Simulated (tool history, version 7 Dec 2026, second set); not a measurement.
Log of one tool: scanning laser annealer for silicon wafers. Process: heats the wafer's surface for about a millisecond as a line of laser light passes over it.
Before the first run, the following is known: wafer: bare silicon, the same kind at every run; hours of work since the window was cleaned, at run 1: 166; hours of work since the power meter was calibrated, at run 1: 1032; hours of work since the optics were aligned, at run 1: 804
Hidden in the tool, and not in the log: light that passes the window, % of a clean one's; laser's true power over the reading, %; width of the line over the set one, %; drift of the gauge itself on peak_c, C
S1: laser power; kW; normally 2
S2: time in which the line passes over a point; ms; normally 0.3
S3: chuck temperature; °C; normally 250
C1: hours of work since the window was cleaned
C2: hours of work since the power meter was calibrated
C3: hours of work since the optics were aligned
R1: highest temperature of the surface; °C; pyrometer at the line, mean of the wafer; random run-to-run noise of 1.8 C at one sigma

{"run": 1, "hour": 0.0, "S1": 2, "S2": 0.3, "S3": 250, "C1": 166, "C2": 1032, "C3": 804, "R1": 979}
{"run": 2, "hour": 87.9, "S1": 2, "S2": 0.3, "S3": 250, "C1": 212, "C2": 1079, "C3": 851, "R1": 980}
{"run": 3, "hour": 133.1, "S1": 2, "S2": 0.3, "S3": 250, "C1": 236, "C2": 1103, "C3": 875, "R1": 984}
{"run": 4, "hour": 214.7, "S1": 2, "S2": 0.309, "S3": 250, "C1": 280, "C2": 1147, "C3": 918, "R1": 989}
{"run": 5, "hour": 315.2, "S1": 2, "S2": 0.309, "S3": 250, "C1": 333, "C2": 1200, "C3": 972, "R1": 986}
{"run": 6, "hour": 365.3, "S1": 2, "S2": 0.3, "S3": 250, "C1": 360, "C2": 1227, "C3": 998, "R1": 974}
{"run": 7, "hour": 464.0, "S1": 2, "S2": 0.3, "S3": 250, "C1": 412, "C2": 1279, "C3": 1051, "R1": 976}
{"run": 8, "hour": 556.2, "S1": 2, "S2": 0.3, "S3": 250, "C1": 461, "C2": 1328, "C3": 1100, "R1": 972}
{"run": 9, "hour": 609.4, "S1": 2, "S2": 0.3, "S3": 250, "C1": 489, "C2": 1356, "C3": 1128, "R1": 973}
{"run": 10, "hour": 651.9, "S1": 2, "S2": 0.3, "S3": 250, "C1": 512, "C2": 1379, "C3": 1151, "R1": 969}
{"run": 11, "hour": 745.5, "S1": 2, "S2": 0.3, "S3": 250, "C1": 562, "C2": 1428, "C3": 1200, "R1": 966}
{"run": 12, "hour": 820.7, "S1": 2, "S2": 0.3, "S3": 250, "C1": 602, "C2": 1468, "C3": 1240, "R1": 969}
{"run": 13, "hour": 878.6, "S1": 2, "S2": 0.3, "S3": 250, "C1": 632, "C2": 1499, "C3": 1271, "R1": 964}
{"run": 14, "hour": 970.6, "S1": 2, "S2": 0.3, "S3": 250, "C1": 681, "C2": 1548, "C3": 1320, "R1": 965}
{"hour": 981.2, "done": "optics aligned, line set to its width"}
{"run": 15, "hour": 1067.6, "S1": 2, "S2": 0.333, "S3": 250, "C1": 730, "C2": 1597, "C3": 46, "R1": 1022}
{"hour": 1086.9, "done": "window over the wafer cleaned"}
{"run": 16, "hour": 1136.2, "S1": 2, "S2": 0.333, "S3": 250, "C1": 26, "C2": 1632, "C3": 81, "R1": 1041}
{"run": 17, "hour": 1224.9, "S1": 1.873, "S2": 0.3, "S3": 250, "C1": 73, "C2": 1679, "C3": 128, "R1": 953}
{"run": 18, "hour": 1319.7, "S1": 1.873, "S2": 0.3, "S3": 250, "C1": 124, "C2": 1730, "C3": 179, "R1": 950}
{"run": 19, "hour": 1391.7, "S1": 1.873, "S2": 0.3, "S3": 250, "C1": 162, "C2": 1768, "C3": 217, "R1": 945}
{"run": 20, "hour": 1467.1, "S1": 1.873, "S2": 0.3, "S3": 250, "C1": 202, "C2": 1808, "C3": 257, "R1": 946}
{"run": 21, "hour": 1562.9, "S1": 1.873, "S2": 0.3, "S3": 221, "C1": 253, "C2": 1859, "C3": 308, "R1": 916}
{"run": 22, "hour": 1620.4, "S1": 1.983, "S2": 0.26, "S3": 217, "C1": 283, "C2": 1889, "C3": 338, "R1": 915}
{"run": 23, "hour": 1692.3, "S1": 1.966, "S2": 0.3, "S3": 221, "C1": 322, "C2": 1928, "C3": 377, "R1": 953}
{"run": 24, "hour": 1741.5, "S1": 2.144, "S2": 0.226, "S3": 279, "C1": 348, "C2": 1954, "C3": 403, "R1": 989}
{"run": 25, "hour": 1835.5, "S1": 2.116, "S2": 0.231, "S3": 273, "C1": 398, "C2": 2004, "C3": 453, "R1": 977}
{"run": 26, "hour": 1882.7, "S1": 2.03, "S2": 0.3, "S3": 250, "C1": 423, "C2": 2029, "C3": 478, "R1": 1002}
{"run": 27, "hour": 1925.1, "S1": 2.03, "S2": 0.3, "S3": 250, "C1": 445, "C2": 2051, "C3": 500, "R1": 1002}
{"run": 28, "hour": 2007.5, "S1": 1.786, "S2": 0.3, "S3": 250, "C1": 489, "C2": 2095, "C3": 544, "R1": 901}
{"run": 29, "hour": 2100.4, "S1": 1.741, "S2": 0.3, "S3": 236, "C1": 538, "C2": 2144, "C3": 593, "R1": 866}
{"run": 30, "hour": 2142.4, "S1": 1.741, "S2": 0.3, "S3": 236, "C1": 561, "C2": 2167, "C3": 616, "R1": 869}
{"run": 31, "hour": 2203.4, "S1": 1.924, "S2": 0.238, "S3": 215, "C1": 593, "C2": 2199, "C3": 648, "R1": 850}
{"run": 32, "hour": 2300.4, "S1": 1.924, "S2": 0.238, "S3": 238, "C1": 645, "C2": 2251, "C3": 700, "R1": 873}
{"run": 33, "hour": 2363.6, "S1": 1.924, "S2": 0.238, "S3": 238, "C1": 678, "C2": 2284, "C3": 733, "R1": 873}
{"run": 34, "hour": 2442.0, "S1": 1.931, "S2": 0.359, "S3": 289, "C1": 720, "C2": 2326, "C3": 775, "R1": 1048}
{"hour": 2479.8, "done": "window over the wafer cleaned"}
{"run": 35, "hour": 2520.9, "S1": 2, "S2": 0.3, "S3": 231, "C1": 22, "C2": 2367, "C3": 816, "R1": 979}
{"run": 36, "hour": 2614.1, "S1": 1.704, "S2": 0.3, "S3": 287, "C1": 71, "C2": 2416, "C3": 865, "R1": 910}
{"run": 37, "hour": 2710.7, "S1": 2.099, "S2": 0.3, "S3": 222, "C1": 123, "C2": 2467, "C3": 916, "R1": 1007}
{"run": 38, "hour": 2768.7, "S1": 2.099, "S2": 0.278, "S3": 223, "C1": 153, "C2": 2498, "C3": 947, "R1": 984}
{"run": 39, "hour": 2839.3, "S1": 1.947, "S2": 0.354, "S3": 224, "C1": 191, "C2": 2536, "C3": 985, "R1": 998}
{"run": 40, "hour": 2897.8, "S1": 1.947, "S2": 0.354, "S3": 224, "C1": 222, "C2": 2567, "C3": 1016, "R1": 1000}
{"run": 41, "hour": 2991.8, "S1": 1.947, "S2": 0.354, "S3": 224, "C1": 272, "C2": 2617, "C3": 1066, "R1": 996}
{"run": 42, "hour": 3091.0, "S1": 2, "S2": 0.298, "S3": 217, "C1": 325, "C2": 2669, "C3": 1118, "R1": 957}

For some of the steps in R1 from one run to the next: how much would appear even if the tool had no hidden state, given the settings, what came in and random variation, and how much remains for the hidden state plus any gauge scatter that the measured result and the result without hidden state don't share?
Run 14 -> 15: S2 0.3 -> 0.333, optics aligned, line set to its width. R1 +57 °C: hidden state +20, all else +37.
Run 15 -> 16: window over the wafer cleaned. R1 +19 °C: hidden state +22, all else -3.
Run 27 -> 28: S1 2.03 -> 1.786. R1 -101 °C: hidden state +0, all else -101.
Run 33 -> 34: S1 1.924 -> 1.931, S2 0.238 -> 0.359, S3 238 -> 289. R1 +175 °C: hidden state -6, all else +181.
Run 34 -> 35: S1 1.931 -> 2, S2 0.359 -> 0.3, S3 289 -> 231, window over the wafer cleaned. R1 -69 °C: hidden state +21, all else -90.
Run 36 -> 37: S1 1.704 -> 2.099, S3 287 -> 222. R1 +97 °C: hidden state -3, all else +100.
